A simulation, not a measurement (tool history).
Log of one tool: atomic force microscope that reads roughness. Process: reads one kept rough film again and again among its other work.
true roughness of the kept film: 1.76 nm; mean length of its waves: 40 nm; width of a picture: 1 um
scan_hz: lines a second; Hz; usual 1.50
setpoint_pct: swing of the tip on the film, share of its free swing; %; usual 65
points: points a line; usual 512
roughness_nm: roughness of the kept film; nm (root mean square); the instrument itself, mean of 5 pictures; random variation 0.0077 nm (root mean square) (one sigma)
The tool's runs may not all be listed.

| run | hour | scan_hz | setpoint_pct | points | roughness_nm |
|---|---|---|---|---|---|
| 1 | 0.0 | 1.50 | 65 | 512 | 1.629 |
| 2 | 19.9 | 1.50 | 65 | 512 | 1.620 |
| 3 | 36.6 | 2.76 | 65 | 512 | 1.542 |
| 4 | 61.7 | 2.76 | 65 | 512 | 1.526 |
| 5 | 85.4 | 1.50 | 65 | 849 | 1.553 |
| 6 | 112.3 | 1.50 | 82 | 512 | 1.434 |
|  | 122.8 | new tip fitted |
| 7 | 128.2 | 1.50 | 82 | 512 | 1.531 |
| 8 | 152.9 | 1.50 | 82 | 512 | 1.505 |
| 9 | 170.2 | 0.83 | 67 | 753 | 1.633 |
|  | 173.3 | height scale calibrated on a step standard |
| 10 | 195.9 | 2.77 | 65 | 291 | 1.489 |
| 11 | 208.7 | 2.77 | 65 | 291 | 1.488 |
| 12 | 238.8 | 2.77 | 65 | 291 | 1.471 |
|  | 245.6 | new tip fitted |
| 13 | 257.7 | 2.77 | 70 | 677 | 1.531 |
| 14 | 279.2 | 1.50 | 63 | 512 | 1.595 |

5 ways to go on from here, each from the tool as it stands after run 14. What would each give?
|  | 291.0 | height scale calibrated on a step standard, once more |
| A | 299.7 | 1.34 | 62 | 733 | ? |
|  | 291.0 | height scale calibrated on a step standard, once more |
| B | 299.7 | 1.18 | 63 | 512 | ? |
|  | 291.0 | height scale calibrated on a step standard, once more |
| C | 299.7 | 0.64 | 65 | 512 | ? |
|  | 291.0 | height scale calibrated on a step standard, once more |
| D | 299.7 | 1.50 | 59 | 512 | ? |
|  | 291.0 | height scale calibrated on a step standard, once more |
| E | 299.7 | 0.75 | 63 | 326 | ? |

| run | roughness_nm |
|---|---|
| A | 1.613 |
| B | 1.613 |
| C | 1.636 |
| D | 1.616 |
| E | 1.614 |
Without the tool's hidden state the same runs would have given:
| run | roughness_nm |
|---|---|
| A | 1.668 |
| B | 1.669 |
| C | 1.692 |
| D | 1.672 |
| E | 1.669 |
